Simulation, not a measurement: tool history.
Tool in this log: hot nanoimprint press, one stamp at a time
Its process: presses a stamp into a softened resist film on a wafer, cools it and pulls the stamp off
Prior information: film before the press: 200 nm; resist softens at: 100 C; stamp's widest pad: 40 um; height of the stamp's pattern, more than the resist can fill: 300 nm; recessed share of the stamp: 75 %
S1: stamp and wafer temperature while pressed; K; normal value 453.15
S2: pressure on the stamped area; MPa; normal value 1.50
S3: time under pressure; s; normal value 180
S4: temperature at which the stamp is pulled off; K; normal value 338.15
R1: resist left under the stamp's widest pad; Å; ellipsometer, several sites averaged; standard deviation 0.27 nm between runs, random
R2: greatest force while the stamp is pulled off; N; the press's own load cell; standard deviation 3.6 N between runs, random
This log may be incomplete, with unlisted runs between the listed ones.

run	hour	S1	S2	S3	S4	R1	R2
1	0.0	453.15	1.50	180	338.15	929	192
2	25.5	453.15	1.50	180	338.15	919	198
3	42.8	453.15	1.50	180	338.15	920	207
4	64.8	453.15	1.57	180	338.15	902	199
5	77.6	453.15	1.57	180	338.15	903	214
6	95.2	453.15	1.57	180	338.15	901	217
7	120.8	453.15	1.57	180	338.15	901	227
# hour 156.1: stamp cleaned and given a new release coat
8	156.1	453.15	1.57	180	338.15	904	169
9	180.0	453.15	1.50	180	338.15	919	176
# hour 188.7: plate thermocouple calibrated
10	198.1	453.15	1.50	180	338.15	952	189
11	216.3	453.15	1.17	180	338.15	1072	192
12	244.0	453.15	1.17	180	338.15	1070	194
13	268.3	453.15	1.50	166	338.15	978	194
14	292.8	453.15	1.50	166	338.15	982	208
15	322.3	453.15	1.50	166	338.15	982	205
16	351.3	441.15	2.08	183	345.15	1145	202
17	381.1	459.15	1.50	239	332.15	734	231
# hour 407.8: stamp cleaned and given a new release coat
18	412.5	453.15	1.50	138	345.15	1043	159
19	441.9	453.15	1.50	138	345.15	1041	171
20	457.9	460.15	1.50	138	333.15	865	198
21	475.4	460.15	1.50	138	333.15	869	204
22	503.9	451.15	2.11	227	331.15	789	203
23	528.0	451.15	1.04	137	331.15	1272	221
24	551.7	451.15	1.04	137	331.15	1269	220
25	565.1	451.15	1.04	137	331.15	1274	221
26	594.9	449.15	2.21	137	335.15	976	227
27	617.3	449.15	1.35	163	328.15	1146	239
28	637.3	449.15	1.35	163	328.15	1140	243
# hour 656.0: stamp cleaned and given a new release coat
29	664.5	453.15	1.46	180	326.15	967	196

Branching from run 29: 5 alternative next runs. What would each branch give?
A	685.2	456.15	1.50	180	338.15	?	?
B	685.2	447.15	1.46	180	333.15	?	?
C	685.2	443.15	1.27	99	338.15	?	?
D	685.2	448.15	1.46	275	325.15	?	?
E	685.2	453.15	1.50	180	340.15	?	?

run	R1	R2
A	879	180
B	1129	185
C	1513	187
D	961	206
E	951	178
Stripped of hidden state, with their random variation kept, the same runs would have yielded:
run	R1	R2
A	861	174
B	1112	179
C	1504	181
D	946	199
E	934	172
